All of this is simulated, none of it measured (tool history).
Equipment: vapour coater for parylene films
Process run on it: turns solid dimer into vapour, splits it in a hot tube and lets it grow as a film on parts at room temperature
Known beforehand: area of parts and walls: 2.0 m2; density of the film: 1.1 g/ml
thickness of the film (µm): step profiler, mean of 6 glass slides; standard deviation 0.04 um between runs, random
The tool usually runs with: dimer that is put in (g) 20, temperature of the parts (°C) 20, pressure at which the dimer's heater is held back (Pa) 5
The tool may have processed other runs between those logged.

run,hour,dimer that is put in (g),temperature of the parts (°C),pressure at which the dimer's heater is held back (Pa),thickness of the film (µm)
1,0,20,20,5,6.46
2,35.7,20,20,5,6.51
3,72.4,20,20,5,6.52
4,99.1,20,20,5,6.5
5,137.6,20,20,6.94,6.26
6,159.8,20,20,6.94,6.2
7,191.9,20,20,6.94,6.24
8,213.1,20,20,5,6.52
9,231.3,20,20,5,6.48
10,249,20,20,5,6.47
11,289.7,20,20,5,6.56
12,317.5,20,20,5,6.47
13,360.2,13,20,5,4.19
14,385.3,20,14,5,8.33
15,412,20,14,5,8.24
16,445.5,20,20,9.57,5.88
17,464.3,12,20,5,3.92
18,484.9,12,18,3.41,4.45
19,521,20,20,7.77,6.16
20,540,18,12,6.76,7.64
21,570.8,22,24,4.39,6.16
22,608.4,28,22,7.44,7.93
23,640.6,20,20,6.12,6.3
24,661.3,20,20,11.22,5.79
25,687.9,20,20,11.22,5.72
# hour 723.8: trap's valve overhauled
26,726.2,20,20,11.22,5.77
27,757.6,10,20,7.23,3.09
28,780.8,20,14,5,8.23
29,818.2,14,29,2.95,3.38
30,853.4,14,29,2.95,3.42
31,885.6,10,29,2.95,2.43
32,908.3,10,29,2.95,2.43
33,931.2,10,14,5.46,4.09

Each row is a separate what-if for the run after 33, all from the same tool condition, not one after another. Results?
A,967.8,16,29,9.56,?
B,967.8,10,14,4.96,?
C,967.8,14,20,2.48,?
D,967.8,21,14,5.46,?

run,thickness of the film (µm)
A,3.32
B,4.11
C,5.01
D,8.55
With the hidden condition removed and each run's random variation left untouched, the same runs would have given:
run,thickness of the film (µm)
A,3.32
B,4.11
C,5.01
D,8.56
